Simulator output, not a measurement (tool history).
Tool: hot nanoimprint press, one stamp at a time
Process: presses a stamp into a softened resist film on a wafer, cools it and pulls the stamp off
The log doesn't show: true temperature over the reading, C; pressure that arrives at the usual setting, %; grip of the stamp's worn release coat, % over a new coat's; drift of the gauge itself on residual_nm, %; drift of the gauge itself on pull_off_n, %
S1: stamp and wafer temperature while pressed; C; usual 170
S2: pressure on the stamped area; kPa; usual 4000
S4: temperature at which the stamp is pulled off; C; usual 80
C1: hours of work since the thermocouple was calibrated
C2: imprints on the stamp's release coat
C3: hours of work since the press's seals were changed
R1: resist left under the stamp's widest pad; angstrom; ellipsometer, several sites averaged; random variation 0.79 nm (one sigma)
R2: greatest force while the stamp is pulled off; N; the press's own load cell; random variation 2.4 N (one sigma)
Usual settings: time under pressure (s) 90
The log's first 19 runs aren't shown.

{"day": 20.275, "done": "stamp cleaned and given a new release coat"}
{"run": 20, "day": 20.275, "S1": 170, "S2": 3840, "time under pressure (s)": 90, "S4": 80, "C1": 131, "C2": 0, "C3": 456, "R1": 1071, "R2": 109}
{"run": 21, "day": 21.504, "S1": 170, "S2": 3840, "time under pressure (s)": 60, "S4": 74, "C1": 143, "C2": 76, "C3": 468, "R1": 1233, "R2": 130}
{"run": 22, "day": 22.158, "S1": 170, "S2": 5190, "time under pressure (s)": 90, "S4": 83, "C1": 150, "C2": 116, "C3": 475, "R1": 950, "R2": 109}
{"run": 23, "day": 23.138, "S1": 170, "S2": 5190, "time under pressure (s)": 90, "S4": 83, "C1": 160, "C2": 176, "C3": 484, "R1": 946, "R2": 108}
{"run": 24, "day": 24.038, "S1": 162, "S2": 5190, "time under pressure (s)": 76, "S4": 83, "C1": 168, "C2": 231, "C3": 493, "R1": 1388, "R2": 121}
{"run": 25, "day": 25.408, "S1": 181, "S2": 2670, "time under pressure (s)": 90, "S4": 78, "C1": 182, "C2": 315, "C3": 507, "R1": 815, "R2": 127}
{"run": 26, "day": 26.025, "S1": 162, "S2": 4000, "time under pressure (s)": 90, "S4": 80, "C1": 188, "C2": 353, "C3": 513, "R1": 1439, "R2": 129}
{"run": 27, "day": 26.958, "S1": 171, "S2": 3330, "time under pressure (s)": 90, "S4": 80, "C1": 197, "C2": 410, "C3": 522, "R1": 1099, "R2": 134}
{"day": 28.117, "done": "press's hydraulic seals changed and the load cell set to zero"}
{"run": 28, "day": 28.662, "S1": 175, "S2": 2490, "time under pressure (s)": 60, "S4": 78, "C1": 211, "C2": 495, "C3": 5, "R1": 1205, "R2": 139}
{"day": 29.342, "done": "stamp cleaned and given a new release coat"}
{"run": 29, "day": 29.738, "S1": 175, "S2": 4360, "time under pressure (s)": 105, "S4": 80, "C1": 219, "C2": 24, "C3": 14, "R1": 778, "R2": 114}
{"run": 30, "day": 30.5, "S1": 175, "S2": 4360, "time under pressure (s)": 105, "S4": 80, "C1": 226, "C2": 71, "C3": 21, "R1": 777, "R2": 115}

3 ways to go on from here, each from the tool as it stands after run 30. What would each give?
{"run": "A", "day": 31.283, "S1": 175, "S2": 5660, "time under pressure (s)": 105, "S4": 83, "C1": 234, "C2": 119, "C3": 29, "R1": "?", "R2": "?"}
{"run": "B", "day": 31.283, "S1": 181, "S2": 4360, "time under pressure (s)": 64, "S4": 80, "C1": 234, "C2": 119, "C3": 29, "R1": "?", "R2": "?"}
{"run": "C", "day": 31.283, "S1": 162, "S2": 4360, "time under pressure (s)": 105, "S4": 80, "C1": 234, "C2": 119, "C3": 29, "R1": "?", "R2": "?"}

run=A R1=678 R2=110
run=B R1=727 R2=122
run=C R1=1350 R2=120
Without the tool's hidden state the same runs would have given:
run=A R1=642 R2=102
run=B R1=693 R2=114
run=C R1=1293 R2=112
